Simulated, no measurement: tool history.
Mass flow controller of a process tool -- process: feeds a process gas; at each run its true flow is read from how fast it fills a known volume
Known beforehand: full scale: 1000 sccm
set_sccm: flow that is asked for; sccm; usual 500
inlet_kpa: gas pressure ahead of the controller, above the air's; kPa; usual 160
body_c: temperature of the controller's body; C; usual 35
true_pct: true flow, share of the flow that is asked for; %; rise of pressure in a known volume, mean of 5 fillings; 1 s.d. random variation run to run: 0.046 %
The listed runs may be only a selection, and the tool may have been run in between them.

Run 1, hour 0.0: usual settings. Result: true_pct 98.91 %.
Run 2, hour 239.1: usual settings but set_sccm 557 sccm. Result: true_pct 98.97 %.
Run 3, hour 476.8: usual settings but set_sccm 116 sccm. Result: true_pct 97.86 %.
Run 4, hour 769.5: usual settings but set_sccm 116 sccm. Result: true_pct 97.82 %.
Run 5, hour 1094.4: usual settings. Result: true_pct 98.88 %.
Run 6, hour 1394.8: usual settings but set_sccm 103 sccm. Result: true_pct 97.40 %.
Run 7, hour 1662.1: usual settings but set_sccm 103 sccm. Result: true_pct 97.39 %.
At hour 1686.9: controller's zero set anew.
Run 8, hour 1924.2: usual settings but set_sccm 455 sccm. Result: true_pct 98.64 %.
Run 9, hour 2084.6: usual settings but set_sccm 344 sccm, inlet_kpa 235 kPa. Result: true_pct 98.11 %.
Run 10, hour 2393.7: usual settings but set_sccm 465 sccm, inlet_kpa 230 kPa, body_c 22 C. Result: true_pct 98.76 %.
Run 11, hour 2527.4: usual settings but set_sccm 465 sccm, inlet_kpa 230 kPa, body_c 22 C. Result: true_pct 98.79 %.
Run 12, hour 2822.7: usual settings but set_sccm 465 sccm, inlet_kpa 230 kPa, body_c 22 C. Result: true_pct 98.87 %.
Run 13, hour 2956.6: usual settings but set_sccm 201 sccm, inlet_kpa 199 kPa. Result: true_pct 97.57 %.
Run 14, hour 3214.4: usual settings but inlet_kpa 182 kPa, body_c 21 C. Result: true_pct 99.12 %.

Here are 3 independent what-if runs from the current tool condition. What would each one return?
Run A, hour 3396.1: usual settings but set_sccm 453 sccm, inlet_kpa 280 kPa, body_c 38 C. Result: true_pct ?.
Run B, hour 3396.1: usual settings but body_c 38 C. Result: true_pct ?.
Run C, hour 3396.1: usual settings but set_sccm 456 sccm, inlet_kpa 234 kPa, body_c 22 C. Result: true_pct ?.

run  true_pct
  A     98.05
  B     98.62
  C     98.81
With the hidden condition removed and each run's random variation left untouched, the same runs would have given:
run  true_pct
  A     98.59
  B     99.11
  C     99.35

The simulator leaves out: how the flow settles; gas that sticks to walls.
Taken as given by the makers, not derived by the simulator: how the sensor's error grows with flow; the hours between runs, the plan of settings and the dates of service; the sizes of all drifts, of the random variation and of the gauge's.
